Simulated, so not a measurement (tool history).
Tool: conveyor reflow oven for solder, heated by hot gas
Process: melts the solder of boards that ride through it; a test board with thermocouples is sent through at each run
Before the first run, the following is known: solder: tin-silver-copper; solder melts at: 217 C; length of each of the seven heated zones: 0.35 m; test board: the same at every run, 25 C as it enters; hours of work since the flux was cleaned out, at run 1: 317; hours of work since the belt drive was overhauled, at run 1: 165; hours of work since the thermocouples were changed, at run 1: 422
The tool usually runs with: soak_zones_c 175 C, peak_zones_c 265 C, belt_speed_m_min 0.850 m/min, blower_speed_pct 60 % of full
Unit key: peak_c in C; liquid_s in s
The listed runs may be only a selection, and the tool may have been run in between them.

| run | hour | soak_zones_c | peak_zones_c | belt_speed_m_min | blower_speed_pct | hours of work since the flux was cleaned out | hours of work since the belt drive was overhauled | hours of work since the thermocouples were changed | peak_c | liquid_s |
|---|---|---|---|---|---|---|---|---|---|---|
| 1 | 0.0 | 175 | 265 | 0.850 | 60 | 317 | 165 | 422 | 246.9 | 34.2 |
| 2 | 22.7 | 175 | 270 | 0.850 | 60 | 327 | 175 | 431 | 250.8 | 36.2 |
| 3 | 40.6 | 175 | 270 | 0.962 | 60 | 335 | 182 | 439 | 246.0 | 28.9 |
| 4 | 69.9 | 175 | 270 | 0.962 | 60 | 347 | 195 | 452 | 246.4 | 28.8 |
| 5 | 90.0 | 175 | 270 | 0.742 | 60 | 356 | 204 | 461 | 255.6 | 44.8 |
| 6 | 118.6 | 175 | 266 | 0.742 | 60 | 369 | 216 | 473 | 252.0 | 42.8 |
| 7 | 139.9 | 175 | 266 | 0.742 | 60 | 378 | 225 | 482 | 251.8 | 42.7 |
| 8 | 153.0 | 175 | 266 | 0.742 | 60 | 384 | 231 | 488 | 251.3 | 42.8 |
| 9 | 180.2 | 175 | 266 | 0.742 | 60 | 395 | 243 | 500 | 251.9 | 42.6 |
| 10 | 208.9 | 175 | 266 | 0.742 | 60 | 408 | 255 | 512 | 252.1 | 42.7 |
|  | 221.4 | flux residue cleaned out of gas plates and filters |
| 11 | 237.6 | 175 | 266 | 0.742 | 60 | 7 | 266 | 522 | 255.3 | 45.0 |
| 12 | 259.6 | 175 | 266 | 0.742 | 60 | 17 | 275 | 532 | 255.5 | 44.8 |
| 13 | 289.4 | 175 | 266 | 0.742 | 60 | 29 | 288 | 545 | 255.1 | 44.7 |
| 14 | 317.3 | 175 | 265 | 0.850 | 60 | 42 | 300 | 557 | 249.6 | 36.4 |
|  | 331.8 | thermocouples of zones 6 and 7 changed |
| 15 | 342.6 | 175 | 265 | 0.850 | 60 | 52 | 310 | 5 | 249.0 | 35.9 |
| 16 | 367.4 | 175 | 265 | 0.850 | 60 | 62 | 321 | 15 | 249.0 | 35.6 |
|  | 373.4 | belt drive overhauled, speed set with a stopwatch |
| 17 | 400.4 | 186 | 268 | 0.852 | 54 | 75 | 12 | 28 | 252.2 | 40.3 |
| 18 | 418.1 | 186 | 268 | 0.852 | 54 | 83 | 19 | 36 | 252.3 | 40.3 |
| 19 | 447.3 | 175 | 269 | 0.850 | 60 | 95 | 32 | 48 | 252.6 | 37.5 |

Forecast run 20:
| 20 | 459.7 | 175 | 254 | 0.974 | 60 | 101 | 37 | 54 | ? | ? |

{"run 20": {"peak_c": 235.6, "liquid_s": 22.6}}
Were there no unlogged condition in the tool, this run, its random variation unchanged, would have produced peak_c 236.2 C, liquid_s 22.9 s.
